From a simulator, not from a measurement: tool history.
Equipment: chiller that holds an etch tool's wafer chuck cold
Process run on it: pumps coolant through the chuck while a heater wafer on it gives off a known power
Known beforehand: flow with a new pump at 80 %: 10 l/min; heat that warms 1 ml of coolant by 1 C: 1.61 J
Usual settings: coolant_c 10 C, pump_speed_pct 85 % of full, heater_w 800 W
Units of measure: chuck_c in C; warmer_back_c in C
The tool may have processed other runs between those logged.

run	day	coolant_c	pump_speed_pct	heater_w	chuck_c	warmer_back_c
1	0	10	85	800	15.9	2.96
2	3.675	10	85	800	15.8	2.96
3	6.583	10	85	800	15.9	2.98
4	9.329	10	85	800	15.9	2.95
5	13.246	10	85	800	16	2.94
6	16.988	17	85	484	20.6	1.83
# day 17.558: coolant pump overhauled
7	19.142	3	90	986	10.1	3.54
8	23.129	2	68	765	9.4	3.66
9	26.379	8	86	800	14	3.02

Estimate the outcome of run 10 from the log above:
# day 27.767: coolant pump overhauled, once more
10	29.196	13	85	726	?	?

{"run 10": {"chuck_c": 18.2, "warmer_back_c": 2.53}}
Had the tool carried no hidden state, the very same run would have given chuck_c 17.9 C, warmer_back_c 2.52 C.

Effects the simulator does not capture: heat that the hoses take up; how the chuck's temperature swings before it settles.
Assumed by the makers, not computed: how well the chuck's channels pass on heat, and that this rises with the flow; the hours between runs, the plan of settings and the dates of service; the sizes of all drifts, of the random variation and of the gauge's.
